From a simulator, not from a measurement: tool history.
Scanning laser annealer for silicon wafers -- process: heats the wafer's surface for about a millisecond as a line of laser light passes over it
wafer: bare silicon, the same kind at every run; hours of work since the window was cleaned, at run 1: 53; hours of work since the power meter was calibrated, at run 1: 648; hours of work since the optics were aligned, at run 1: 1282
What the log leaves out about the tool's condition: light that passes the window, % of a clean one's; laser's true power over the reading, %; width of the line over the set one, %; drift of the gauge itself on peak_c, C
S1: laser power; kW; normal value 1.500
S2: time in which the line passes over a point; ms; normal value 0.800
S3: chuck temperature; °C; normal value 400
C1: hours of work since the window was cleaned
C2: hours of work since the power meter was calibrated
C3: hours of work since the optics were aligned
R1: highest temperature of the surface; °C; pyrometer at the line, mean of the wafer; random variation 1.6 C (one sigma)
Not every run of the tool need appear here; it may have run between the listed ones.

run 1 day=0.000 | S1=1.500 S2=0.800 S3=400 | C1=53 C2=648 C3=1282 | R1=1222
run 2 day=2.446 | S1=1.384 S2=0.800 S3=400 | C1=95 C2=690 C3=1324 | R1=1138
run 3 day=5.200 | S1=1.384 S2=0.800 S3=400 | C1=142 C2=737 C3=1371 | R1=1134
run 4 day=7.262 | S1=1.384 S2=0.800 S3=400 | C1=177 C2=772 C3=1407 | R1=1132
run 5 day=8.867 | S1=1.384 S2=0.800 S3=371 | C1=205 C2=800 C3=1434 | R1=1100
run 6 day=10.675 | S1=1.384 S2=0.800 S3=371 | C1=235 C2=831 C3=1465 | R1=1100
run 7 day=12.188 | S1=1.384 S2=0.800 S3=371 | C1=261 C2=857 C3=1491 | R1=1098
run 8 day=13.362 | S1=1.500 S2=0.800 S3=407 | C1=281 C2=877 C3=1511 | R1=1214
-- day=14.671 window over the wafer cleaned
run 9 day=14.750 | S1=1.500 S2=0.800 S3=407 | C1=1 C2=899 C3=1533 | R1=1236
run 10 day=17.404 | S1=1.500 S2=0.800 S3=409 | C1=47 C2=945 C3=1579 | R1=1233
run 11 day=19.950 | S1=1.613 S2=0.565 S3=428 | C1=90 C2=988 C3=1622 | R1=1190
run 12 day=22.267 | S1=1.613 S2=0.565 S3=428 | C1=130 C2=1028 C3=1662 | R1=1193
run 13 day=24.762 | S1=1.500 S2=0.736 S3=375 | C1=173 C2=1071 C3=1705 | R1=1155
run 14 day=26.288 | S1=1.500 S2=0.736 S3=375 | C1=199 C2=1097 C3=1731 | R1=1155
run 15 day=27.888 | S1=1.500 S2=0.743 S3=427 | C1=226 C2=1124 C3=1758 | R1=1210
run 16 day=29.092 | S1=1.500 S2=0.743 S3=361 | C1=247 C2=1145 C3=1779 | R1=1142
run 17 day=31.058 | S1=1.500 S2=0.743 S3=361 | C1=281 C2=1178 C3=1812 | R1=1137
-- day=32.362 window over the wafer cleaned
-- day=32.783 optics aligned, line set to its width
run 18 day=32.862 | S1=1.317 S2=0.759 S3=379 | C1=5 C2=1204 C3=1 | R1=1074

Predict each of these 4 candidate next runs independently; none follows another, all start after run 18:
run A day=34.721 | S1=1.422 S2=0.895 S3=400 | C1=37 C2=1236 C3=33 | R1=?
run B day=34.721 | S1=1.500 S2=0.673 S3=400 | C1=37 C2=1236 C3=33 | R1=?
run C day=34.721 | S1=1.317 S2=0.759 S3=428 | C1=37 C2=1236 C3=33 | R1=?
run D day=34.721 | S1=1.317 S2=0.844 S3=379 | C1=37 C2=1236 C3=33 | R1=?

run=A R1=1226
run=B R1=1173
run=C R1=1122
run=D R1=1108
Without the tool's unlogged condition, the same runs would have read:
run=A R1=1223
run=B R1=1170
run=C R1=1120
run=D R1=1105

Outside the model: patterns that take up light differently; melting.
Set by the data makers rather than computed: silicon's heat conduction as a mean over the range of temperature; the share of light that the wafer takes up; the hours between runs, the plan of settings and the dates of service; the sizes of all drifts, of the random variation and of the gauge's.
